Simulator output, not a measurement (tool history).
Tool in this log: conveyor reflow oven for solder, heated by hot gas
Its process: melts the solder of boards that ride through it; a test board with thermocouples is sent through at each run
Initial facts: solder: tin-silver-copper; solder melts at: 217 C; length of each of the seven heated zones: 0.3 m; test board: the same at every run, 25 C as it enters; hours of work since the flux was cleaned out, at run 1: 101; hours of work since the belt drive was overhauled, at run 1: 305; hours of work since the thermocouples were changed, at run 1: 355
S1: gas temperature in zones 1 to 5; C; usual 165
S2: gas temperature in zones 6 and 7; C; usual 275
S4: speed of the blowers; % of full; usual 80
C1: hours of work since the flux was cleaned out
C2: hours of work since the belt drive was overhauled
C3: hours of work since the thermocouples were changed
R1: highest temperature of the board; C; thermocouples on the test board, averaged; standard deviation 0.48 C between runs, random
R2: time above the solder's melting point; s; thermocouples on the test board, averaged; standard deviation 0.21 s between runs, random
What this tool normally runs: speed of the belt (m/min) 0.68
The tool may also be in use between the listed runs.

run 1 hour=0 | S1=165 S2=275 speed_of_the_belt_(m/min)=0.68 S4=80 | C1=101 C2=305 C3=355 | R1=260.9 R2=41.8
run 2 hour=70.8 | S1=165 S2=282 speed_of_the_belt_(m/min)=0.68 S4=80 | C1=131 C2=335 C3=384 | R1=266.9 R2=44.3
run 3 hour=133.6 | S1=165 S2=282 speed_of_the_belt_(m/min)=0.68 S4=80 | C1=157 C2=361 C3=410 | R1=267.5 R2=44.6
-- hour=190.3 flux residue cleaned out of gas plates and filters
run 4 hour=216.6 | S1=160 S2=282 speed_of_the_belt_(m/min)=0.68 S4=80 | C1=11 C2=393 C3=443 | R1=266.1 R2=43.3
run 5 hour=304.4 | S1=160 S2=282 speed_of_the_belt_(m/min)=0.68 S4=80 | C1=47 C2=430 C3=479 | R1=266.7 R2=43
run 6 hour=356.1 | S1=160 S2=282 speed_of_the_belt_(m/min)=0.68 S4=80 | C1=69 C2=451 C3=501 | R1=266.2 R2=42.9
run 7 hour=431.2 | S1=160 S2=282 speed_of_the_belt_(m/min)=0.68 S4=80 | C1=100 C2=482 C3=532 | R1=265.5 R2=42.9
run 8 hour=516.9 | S1=165 S2=268 speed_of_the_belt_(m/min)=0.68 S4=80 | C1=136 C2=518 C3=567 | R1=253.7 R2=39.3
run 9 hour=583.7 | S1=163 S2=268 speed_of_the_belt_(m/min)=0.68 S4=80 | C1=164 C2=546 C3=595 | R1=254.3 R2=38.4
-- hour=629 flux residue cleaned out of gas plates and filters
run 10 hour=637.4 | S1=163 S2=268 speed_of_the_belt_(m/min)=0.68 S4=80 | C1=3 C2=566 C3=615 | R1=254.1 R2=38.9
run 11 hour=679.7 | S1=165 S2=275 speed_of_the_belt_(m/min)=0.68 S4=80 | C1=21 C2=583 C3=633 | R1=260.9 R2=42.1
run 12 hour=756.8 | S1=165 S2=280 speed_of_the_belt_(m/min)=0.68 S4=80 | C1=53 C2=616 C3=665 | R1=265 R2=43.9
run 13 hour=814.8 | S1=165 S2=280 speed_of_the_belt_(m/min)=0.771 S4=62 | C1=77 C2=640 C3=689 | R1=256.6 R2=34.2

Run 14 comes next. What will it give?
run 14 hour=884.6 | S1=165 S2=280 speed_of_the_belt_(m/min)=0.771 S4=62 | C1=106 C2=669 C3=718 | R1=? R2=?

{"run 14": {"R1": 256.8, "R2": 34.4}}
The same run, on a tool lacking any hidden state, would have yielded R1 256.9 C, R2 34.4 s.
